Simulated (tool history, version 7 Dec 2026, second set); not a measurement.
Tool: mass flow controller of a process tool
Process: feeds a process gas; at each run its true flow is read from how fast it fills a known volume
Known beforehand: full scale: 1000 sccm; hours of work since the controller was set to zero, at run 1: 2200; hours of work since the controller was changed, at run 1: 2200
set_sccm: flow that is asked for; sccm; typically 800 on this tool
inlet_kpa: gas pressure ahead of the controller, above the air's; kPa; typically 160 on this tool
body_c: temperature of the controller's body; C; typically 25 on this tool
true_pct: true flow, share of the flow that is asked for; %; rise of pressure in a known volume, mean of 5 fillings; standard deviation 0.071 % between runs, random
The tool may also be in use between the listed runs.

| run | hour | set_sccm | inlet_kpa | body_c | hours of work since the controller was set to zero | hours of work since the controller was changed | true_pct |
|---|---|---|---|---|---|---|---|
| 1 | 0 | 800 | 160 | 25 | 2200 | 2200 | 100.86 |
| 2 | 202.3 | 800 | 160 | 30 | 2261 | 2261 | 101.17 |
| 3 | 468.4 | 800 | 160 | 30 | 2342 | 2342 | 101.22 |
| 4 | 617.2 | 800 | 160 | 30 | 2387 | 2387 | 101.38 |
| 5 | 876.5 | 800 | 159 | 30 | 2466 | 2466 | 101.27 |
| 6 | 1118.4 | 800 | 159 | 30 | 2539 | 2539 | 101.25 |
| 7 | 1363.1 | 800 | 159 | 30 | 2613 | 2613 | 101.34 |
| 8 | 1505 | 585 | 160 | 25 | 2656 | 2656 | 100.76 |
| 9 | 1768.3 | 585 | 160 | 25 | 2736 | 2736 | 100.96 |
| 10 | 1879 | 800 | 160 | 25 | 2770 | 2770 | 100.97 |
| 11 | 2118 | 800 | 160 | 22 | 2842 | 2842 | 100.76 |
| 12 | 2335.8 | 800 | 160 | 38 | 2908 | 2908 | 102.1 |
| 13 | 2565 | 800 | 160 | 38 | 2978 | 2978 | 102.14 |
| 14 | 2696.3 | 800 | 160 | 38 | 3018 | 3018 | 102.06 |
| 15 | 2817.4 | 284 | 160 | 38 | 3054 | 3054 | 102 |
| 16 | 2958.9 | 111 | 220 | 24 | 3097 | 3097 | 102.11 |
| 17 | 3155.5 | 335 | 175 | 33 | 3157 | 3157 | 101.56 |
| 18 | 3381.6 | 781 | 252 | 36 | 3226 | 3226 | 101.28 |
| 19 | 3571 | 781 | 252 | 36 | 3283 | 3283 | 101.37 |

Branching from run 19: 3 alternative next runs. What would each branch give?
| A | 3690.4 | 164 | 225 | 36 | 3319 | 3319 | ? |
| B | 3690.4 | 685 | 252 | 36 | 3319 | 3319 | ? |
| C | 3690.4 | 800 | 160 | 27 | 3319 | 3319 | ? |

| run | true_pct |
|---|---|
| A | 102.28 |
| B | 101.35 |
| C | 101.37 |
Had the tool no hidden state, the same runs would have come out as:
| run | true_pct |
|---|---|
| A | 99.41 |
| B | 100.07 |
| C | 100.16 |
